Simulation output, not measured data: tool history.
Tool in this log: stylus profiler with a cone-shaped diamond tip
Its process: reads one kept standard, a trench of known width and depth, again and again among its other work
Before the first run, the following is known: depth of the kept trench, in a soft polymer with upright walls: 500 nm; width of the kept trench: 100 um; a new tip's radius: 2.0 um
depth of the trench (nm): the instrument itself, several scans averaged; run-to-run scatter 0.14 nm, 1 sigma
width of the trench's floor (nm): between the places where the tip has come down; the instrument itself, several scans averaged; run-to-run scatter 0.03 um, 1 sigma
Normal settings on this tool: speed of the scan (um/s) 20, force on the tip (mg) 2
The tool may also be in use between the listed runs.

run	hour	speed of the scan (um/s)	force on the tip (mg)	depth of the trench (nm)	width of the trench's floor (nm)
1	0	20	2	505.7	96220
2	32.7	9	2	505.74	96300
3	56.6	20	0.91	503.01	96020
4	82.4	20	2	505.3	96070
5	98.5	20	2	505.69	96070
6	130.4	20	2	505.58	96090
# hour 133.5: height scale calibrated on a step standard
7	150.7	20	2	505.55	96080
8	166.1	20	1.32	503.93	95930
9	193.4	8	1.87	505.24	96090
10	216.8	32	1.87	505.03	95940
11	234.5	32	1.87	505.27	95870
12	255.3	32	1.87	505.04	95900
13	272.9	13	2.91	507.05	95940
14	302.1	51	0.67	501.86	95450

5 ways to go on from here, each from the tool as it stands after run 14. What would each give?
# hour 313.4: height scale calibrated on a step standard, once more
A	324.9	51	0.72	?	?
# hour 313.4: height scale calibrated on a step standard, once more
B	324.9	6	2	?	?
# hour 313.4: height scale calibrated on a step standard, once more
C	324.9	55	0.67	?	?
# hour 313.4: height scale calibrated on a step standard, once more
D	324.9	6	5.25	?	?
# hour 313.4: height scale calibrated on a step standard, once more
E	324.9	14	4.4	?	?

run	depth of the trench (nm)	width of the trench's floor (nm)
A	502.86	95390
B	506.16	95950
C	503.05	95310
D	512.31	95980
E	510.96	95990
With the hidden condition removed and each run's random variation left untouched, the same runs would have given:
run	depth of the trench (nm)	width of the trench's floor (nm)
A	503.06	96720
B	506.36	97270
C	503.25	96630
D	512.51	97300
E	511.16	97310

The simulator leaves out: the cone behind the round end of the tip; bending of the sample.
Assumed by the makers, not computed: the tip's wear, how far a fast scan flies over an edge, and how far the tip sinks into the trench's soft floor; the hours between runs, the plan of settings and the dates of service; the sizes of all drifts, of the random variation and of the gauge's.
